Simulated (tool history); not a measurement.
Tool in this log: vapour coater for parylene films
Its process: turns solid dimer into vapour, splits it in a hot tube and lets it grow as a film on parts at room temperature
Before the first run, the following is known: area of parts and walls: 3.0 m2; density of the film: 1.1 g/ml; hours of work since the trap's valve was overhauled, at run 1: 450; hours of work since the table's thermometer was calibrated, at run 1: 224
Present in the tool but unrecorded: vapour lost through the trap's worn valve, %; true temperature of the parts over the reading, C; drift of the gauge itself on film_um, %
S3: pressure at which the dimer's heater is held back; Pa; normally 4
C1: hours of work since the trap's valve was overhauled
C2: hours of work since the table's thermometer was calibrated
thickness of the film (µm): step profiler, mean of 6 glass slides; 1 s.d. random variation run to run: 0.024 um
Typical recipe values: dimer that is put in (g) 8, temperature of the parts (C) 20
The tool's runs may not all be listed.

Run 1, hour 0: usual settings; C1 450; C2 224. Result: thickness of the film (µm) 1.47.
Run 2, hour 7.4: usual settings but S3 2.05 Pa; C1 456; C2 231. Result: thickness of the film (µm) 1.56.
Run 3, hour 14.1: usual settings but S3 2.05 Pa; C1 462; C2 237. Result: thickness of the film (µm) 1.58.
Run 4, hour 29.4: usual settings but S3 2.05 Pa; C1 476; C2 250. Result: thickness of the film (µm) 1.54.
Run 5, hour 42.6: usual settings but S3 2.05 Pa; C1 487; C2 261. Result: thickness of the film (µm) 1.57.
Run 6, hour 49: usual settings but dimer that is put in (g) 12; C1 493; C2 267. Result: thickness of the film (µm) 2.18.
Run 7, hour 62.5: usual settings but dimer that is put in (g) 12; C1 504; C2 279. Result: thickness of the film (µm) 2.13.
Run 8, hour 72.7: usual settings but dimer that is put in (g) 12; C1 513; C2 288. Result: thickness of the film (µm) 2.13.
At hour 87.9: trap's valve overhauled.
Run 9, hour 90.8: usual settings; C1 3; C2 300. Result: thickness of the film (µm) 1.6.
Run 10, hour 101.2: usual settings; C1 12; C2 309. Result: thickness of the film (µm) 1.58.
Run 11, hour 114.1: usual settings; C1 23; C2 320. Result: thickness of the film (µm) 1.59.
Run 12, hour 122.3: usual settings; C1 30; C2 327. Result: thickness of the film (µm) 1.58.
Run 13, hour 135.4: usual settings but dimer that is put in (g) 4; C1 41; C2 338. Result: thickness of the film (µm) 0.77.
Run 14, hour 150.9: usual settings but temperature of the parts (C) 14; C1 55; C2 352. Result: thickness of the film (µm) 1.97.
Run 15, hour 159: usual settings but dimer that is put in (g) 5, temperature of the parts (C) 14; C1 62; C2 359. Result: thickness of the film (µm) 1.13.
Run 16, hour 168.1: usual settings but S3 7.91 Pa; C1 70; C2 367. Result: thickness of the film (µm) 1.44.
Run 17, hour 177.8: usual settings but temperature of the parts (C) 30; C1 78; C2 375. Result: thickness of the film (µm) 1.11.
Run 18, hour 188: usual settings but dimer that is put in (g) 12; C1 87; C2 384. Result: thickness of the film (µm) 2.33.
Run 19, hour 197.1: usual settings; C1 95; C2 392. Result: thickness of the film (µm) 1.55.
Run 20, hour 212.8: usual settings; C1 108; C2 406. Result: thickness of the film (µm) 1.54.
Run 21, hour 226.4: usual settings; C1 120; C2 417. Result: thickness of the film (µm) 1.56.
Run 22, hour 239: usual settings; C1 131; C2 428. Result: thickness of the film (µm) 1.51.
Run 23, hour 247.6: usual settings; C1 139; C2 436. Result: thickness of the film (µm) 1.53.
Run 24, hour 257.8: usual settings; C1 147; C2 445. Result: thickness of the film (µm) 1.53.
Run 25, hour 268.4: usual settings but temperature of the parts (C) 28, S3 3.79 Pa; C1 157; C2 454. Result: thickness of the film (µm) 1.21.
Run 26, hour 282: usual settings but temperature of the parts (C) 14, S3 6.2 Pa; C1 168; C2 466. Result: thickness of the film (µm) 1.79.
Run 27, hour 291.4: usual settings but dimer that is put in (g) 11, temperature of the parts (C) 19, S3 6.2 Pa; C1 177; C2 474. Result: thickness of the film (µm) 2.06.
Run 28, hour 303.5: usual settings but temperature of the parts (C) 30; C1 187; C2 484. Result: thickness of the film (µm) 1.1.
Run 29, hour 317.1: usual settings but temperature of the parts (C) 30; C1 199; C2 496. Result: thickness of the film (µm) 1.1.
Run 30, hour 330.1: usual settings but dimer that is put in (g) 5, temperature of the parts (C) 14; C1 210; C2 507. Result: thickness of the film (µm) 1.2.
Run 31, hour 340.8: usual settings but dimer that is put in (g) 5, temperature of the parts (C) 14; C1 219; C2 517. Result: thickness of the film (µm) 1.17.
Run 32, hour 353.9: usual settings but dimer that is put in (g) 6, temperature of the parts (C) 15, S3 7.11 Pa; C1 231; C2 528. Result: thickness of the film (µm) 1.28.
Run 33, hour 363.8: usual settings but dimer that is put in (g) 6, temperature of the parts (C) 15, S3 7.11 Pa; C1 239; C2 537. Result: thickness of the film (µm) 1.24.
Run 34, hour 378.4: usual settings but dimer that is put in (g) 6, temperature of the parts (C) 26, S3 2.03 Pa; C1 252; C2 549. Result: thickness of the film (µm) 0.94.
Run 35, hour 389: usual settings but dimer that is put in (g) 7, temperature of the parts (C) 30, S3 8.54 Pa; C1 261; C2 558. Result: thickness of the film (µm) 0.86.
Run 36, hour 404.7: usual settings but dimer that is put in (g) 7, temperature of the parts (C) 30, S3 8.54 Pa; C1 275; C2 572. Result: thickness of the film (µm) 0.85.
Run 37, hour 418.2: usual settings but dimer that is put in (g) 7, temperature of the parts (C) 30, S3 8.54 Pa; C1 287; C2 584. Result: thickness of the film (µm) 0.85.
Run 38, hour 433: usual settings but dimer that is put in (g) 9, temperature of the parts (C) 30, S3 2.82 Pa; C1 299; C2 597. Result: thickness of the film (µm) 1.24.
Run 39, hour 446.1: usual settings but temperature of the parts (C) 23, S3 6.13 Pa; C1 311; C2 608. Result: thickness of the film (µm) 1.3.
Run 40, hour 454.6: usual settings but temperature of the parts (C) 23, S3 6.13 Pa; C1 318; C2 615. Result: thickness of the film (µm) 1.26.
Run 41, hour 467.6: usual settings but temperature of the parts (C) 23, S3 6.13 Pa; C1 329; C2 627. Result: thickness of the film (µm) 1.27.
Run 42, hour 482.3: usual settings but temperature of the parts (C) 23, S3 6.13 Pa; C1 342; C2 639. Result: thickness of the film (µm) 1.28.
Run 43, hour 495.8: usual settings but S3 3.37 Pa; C1 354; C2 651. Result: thickness of the film (µm) 1.48.
Run 44, hour 507.6: usual settings but temperature of the parts (C) 17; C1 364; C2 661. Result: thickness of the film (µm) 1.62.
Run 45, hour 514.6: usual settings but dimer that is put in (g) 13, S3 3.39 Pa; C1 370; C2 667. Result: thickness of the film (µm) 2.42.
Run 46, hour 523.8: usual settings but dimer that is put in (g) 9, temperature of the parts (C) 18, S3 2.25 Pa; C1 378; C2 675. Result: thickness of the film (µm) 1.89.
Run 47, hour 532.3: usual settings but dimer that is put in (g) 9, temperature of the parts (C) 18, S3 2.25 Pa; C1 385; C2 683. Result: thickness of the film (µm) 1.86.

What if the next run were any one of these 3? Each begins from the tool's condition after run 47:
Run A, hour 538.7: usual settings but dimer that is put in (g) 9; C1 391; C2 688. Result: thickness of the film (µm) ?.
Run B, hour 538.7: usual settings but dimer that is put in (g) 9, temperature of the parts (C) 21, S3 2.58 Pa; C1 391; C2 688. Result: thickness of the film (µm) ?.
Run C, hour 538.7: usual settings but dimer that is put in (g) 9, temperature of the parts (C) 18, S3 3.67 Pa; C1 391; C2 688. Result: thickness of the film (µm) ?.

run  thickness of the film (µm)
  A                        1.66
  B                        1.65
  C                        1.77
With the hidden condition removed and each run's random variation left untouched, the same runs would have given:
run  thickness of the film (µm)
  A                        1.82
  B                        1.82
  C                        1.95
